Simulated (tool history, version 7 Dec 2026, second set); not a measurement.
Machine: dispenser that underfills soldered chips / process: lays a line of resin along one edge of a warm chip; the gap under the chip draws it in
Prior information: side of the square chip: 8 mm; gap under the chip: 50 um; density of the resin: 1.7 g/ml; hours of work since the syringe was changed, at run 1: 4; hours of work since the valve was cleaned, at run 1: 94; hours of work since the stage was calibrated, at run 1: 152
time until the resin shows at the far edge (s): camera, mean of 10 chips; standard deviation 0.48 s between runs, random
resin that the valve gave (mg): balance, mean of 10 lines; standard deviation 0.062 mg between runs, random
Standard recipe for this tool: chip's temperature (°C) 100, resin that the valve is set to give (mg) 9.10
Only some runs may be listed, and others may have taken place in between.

| run | hour | chip's temperature (°C) | resin that the valve is set to give (mg) | hours of work since the syringe was changed | hours of work since the valve was cleaned | hours of work since the stage was calibrated | time until the resin shows at the far edge (s) | resin that the valve gave (mg) |
|---|---|---|---|---|---|---|---|---|
| 1 | 0.0 | 100 | 9.10 | 4 | 94 | 152 | 49.8 | 8.74 |
| 2 | 3.2 | 100 | 9.10 | 7 | 97 | 155 | 60.2 | 8.71 |
| 3 | 8.7 | 94 | 9.10 | 11 | 101 | 159 | 110.4 | 8.59 |
|  | 9.3 | new syringe of resin |
| 4 | 13.6 | 94 | 9.10 | 3 | 104 | 162 | 61.8 | 8.65 |
| 5 | 19.2 | 100 | 9.10 | 8 | 109 | 167 | 66.4 | 8.68 |
| 6 | 23.4 | 100 | 11.78 | 11 | 112 | 170 | 85.3 | 11.27 |
|  | 24.2 | new syringe of resin |
| 7 | 27.7 | 100 | 11.78 | 3 | 115 | 173 | 44.5 | 11.11 |
| 8 | 32.4 | 100 | 11.78 | 6 | 119 | 177 | 58.5 | 11.19 |
| 9 | 37.8 | 100 | 11.78 | 10 | 123 | 181 | 80.0 | 11.15 |
|  | 38.8 | new syringe of resin |
| 10 | 42.2 | 87 | 11.78 | 3 | 126 | 184 | 79.4 | 11.16 |
| 11 | 46.3 | 113 | 8.58 | 6 | 129 | 187 | 32.8 | 8.12 |
| 12 | 49.4 | 91 | 10.90 | 8 | 131 | 190 | 101.1 | 10.27 |
|  | 53.5 | new syringe of resin |
| 13 | 54.2 | 99 | 9.67 | 1 | 135 | 193 | 40.2 | 9.21 |
|  | 59.1 | dispensing valve cleaned and set on the balance |
| 14 | 59.1 | 88 | 9.67 | 4 | 0 | 196 | 83.9 | 9.64 |
| 15 | 63.7 | 88 | 9.67 | 7 | 4 | 200 | 108.7 | 9.59 |

Subtracting, for every run, the result it would have given without the tool's unlogged condition from the measured result gives the following. The same run-to-run variation enters both numbers; the gauge's scatter may not:
Unlogged tool condition in this case: resin's viscosity, % of fresh resin's; dose that the valve gives, % of what is set; true chip temperature over the reading, C; drift of the gauge itself on fill_s, %; drift of the gauge itself on given_mg, %.
| run | time until the resin shows at the far edge (s) | resin that the valve gave (mg) |
|---|---|---|
| 1 | +11.8 | -0.37 |
| 2 | +22.3 | -0.37 |
| 3 | +60.6 | -0.39 |
| 4 | +11.9 | -0.40 |
| 5 | +28.2 | -0.42 |
| 6 | +47.1 | -0.57 |
| 7 | +6.8 | -0.58 |
| 8 | +21.3 | -0.59 |
| 9 | +43.1 | -0.61 |
| 10 | +10.5 | -0.63 |
| 11 | +11.0 | -0.47 |
| 12 | +44.5 | -0.60 |
| 13 | +0.0 | -0.55 |
| 14 | +17.1 | -0.03 |
| 15 | +43.2 | -0.04 |
